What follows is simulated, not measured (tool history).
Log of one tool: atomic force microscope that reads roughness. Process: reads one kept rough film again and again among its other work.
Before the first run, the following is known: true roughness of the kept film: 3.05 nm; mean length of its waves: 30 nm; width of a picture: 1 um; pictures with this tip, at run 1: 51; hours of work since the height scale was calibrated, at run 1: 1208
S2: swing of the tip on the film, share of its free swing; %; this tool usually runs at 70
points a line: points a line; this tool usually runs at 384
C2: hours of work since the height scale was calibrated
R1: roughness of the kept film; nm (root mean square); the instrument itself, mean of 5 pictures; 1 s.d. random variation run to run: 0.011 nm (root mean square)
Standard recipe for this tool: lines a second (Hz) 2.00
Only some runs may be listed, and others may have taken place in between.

{"run": 1, "hour": 0.0, "lines a second (Hz)": 2.0, "S2": 70, "points a line": 384, "pictures with this tip": 51, "C2": 1208, "R1": 2.374}
{"run": 2, "hour": 40.5, "lines a second (Hz)": 2.0, "S2": 70, "points a line": 384, "pictures with this tip": 140, "C2": 1240, "R1": 2.137}
{"run": 3, "hour": 71.4, "lines a second (Hz)": 1.36, "S2": 70, "points a line": 384, "pictures with this tip": 208, "C2": 1265, "R1": 2.03}
{"hour": 81.5, "done": "new tip fitted"}
{"run": 4, "hour": 112.4, "lines a second (Hz)": 1.36, "S2": 70, "points a line": 384, "pictures with this tip": 68, "C2": 1297, "R1": 2.343}
{"run": 5, "hour": 134.1, "lines a second (Hz)": 1.36, "S2": 70, "points a line": 384, "pictures with this tip": 116, "C2": 1314, "R1": 2.213}
{"run": 6, "hour": 158.6, "lines a second (Hz)": 1.36, "S2": 70, "points a line": 384, "pictures with this tip": 169, "C2": 1333, "R1": 2.07}
{"run": 7, "hour": 177.8, "lines a second (Hz)": 1.36, "S2": 70, "points a line": 384, "pictures with this tip": 211, "C2": 1348, "R1": 1.978}
{"hour": 181.2, "done": "height scale calibrated on a step standard"}
{"hour": 188.6, "done": "new tip fitted"}
{"run": 8, "hour": 212.3, "lines a second (Hz)": 2.0, "S2": 65, "points a line": 384, "pictures with this tip": 52, "C2": 24, "R1": 2.406}
{"run": 9, "hour": 245.5, "lines a second (Hz)": 2.0, "S2": 65, "points a line": 384, "pictures with this tip": 125, "C2": 50, "R1": 2.211}
{"hour": 275.1, "done": "height scale calibrated on a step standard, once more"}
{"run": 10, "hour": 278.5, "lines a second (Hz)": 2.0, "S2": 65, "points a line": 384, "pictures with this tip": 195, "C2": 3, "R1": 2.065}
{"hour": 293.7, "done": "new tip fitted"}
{"run": 11, "hour": 299.1, "lines a second (Hz)": 2.0, "S2": 65, "points a line": 384, "pictures with this tip": 12, "C2": 19, "R1": 2.527}
{"run": 12, "hour": 322.8, "lines a second (Hz)": 2.0, "S2": 65, "points a line": 384, "pictures with this tip": 64, "C2": 37, "R1": 2.342}
{"run": 13, "hour": 342.8, "lines a second (Hz)": 2.0, "S2": 65, "points a line": 384, "pictures with this tip": 108, "C2": 53, "R1": 2.246}
{"run": 14, "hour": 377.7, "lines a second (Hz)": 1.15, "S2": 70, "points a line": 548, "pictures with this tip": 184, "C2": 81, "R1": 2.088}
{"hour": 398.8, "done": "new tip fitted"}
{"run": 15, "hour": 399.3, "lines a second (Hz)": 1.15, "S2": 84, "points a line": 398, "pictures with this tip": 1, "C2": 97, "R1": 2.491}
{"run": 16, "hour": 434.2, "lines a second (Hz)": 1.15, "S2": 84, "points a line": 398, "pictures with this tip": 77, "C2": 125, "R1": 2.24}
{"run": 17, "hour": 463.7, "lines a second (Hz)": 1.42, "S2": 70, "points a line": 280, "pictures with this tip": 142, "C2": 148, "R1": 2.147}
{"run": 18, "hour": 495.1, "lines a second (Hz)": 1.42, "S2": 70, "points a line": 929, "pictures with this tip": 211, "C2": 173, "R1": 2.015}
{"hour": 506.1, "done": "new tip fitted"}
{"run": 19, "hour": 513.0, "lines a second (Hz)": 2.0, "S2": 75, "points a line": 384, "pictures with this tip": 15, "C2": 187, "R1": 2.442}
{"run": 20, "hour": 532.5, "lines a second (Hz)": 2.0, "S2": 72, "points a line": 388, "pictures with this tip": 58, "C2": 202, "R1": 2.345}
{"run": 21, "hour": 568.6, "lines a second (Hz)": 2.0, "S2": 72, "points a line": 388, "pictures with this tip": 137, "C2": 231, "R1": 2.119}

Hidden state or all else? Some run-to-run changes of R1, split into what the settings, what came in and random variation would give without the hidden state, and what is left for the hidden state (with any gauge scatter that isn't in both results):
What the log doesn't record here: radius of the tip, nm; height scale over the true one, %; drift of the gauge itself on roughness_nm, %.
Run 7 -> 8: lines a second (Hz) 1.36 -> 2.00, S2 70 -> 65, height scale calibrated on a step standard, new tip fitted. R1 +0.428 nm (root mean square): hidden state +0.433, all else -0.005.
Run 10 -> 11: new tip fitted. R1 +0.462 nm (root mean square): hidden state +0.496, all else -0.034.
Run 14 -> 15: S2 70 -> 84, points a line 548 -> 398, new tip fitted. R1 +0.403 nm (root mean square): hidden state +0.542, all else -0.139.
Run 18 -> 19: lines a second (Hz) 1.42 -> 2.00, S2 70 -> 75, points a line 929 -> 384, new tip fitted. R1 +0.427 nm (root mean square): hidden state +0.543, all else -0.116.

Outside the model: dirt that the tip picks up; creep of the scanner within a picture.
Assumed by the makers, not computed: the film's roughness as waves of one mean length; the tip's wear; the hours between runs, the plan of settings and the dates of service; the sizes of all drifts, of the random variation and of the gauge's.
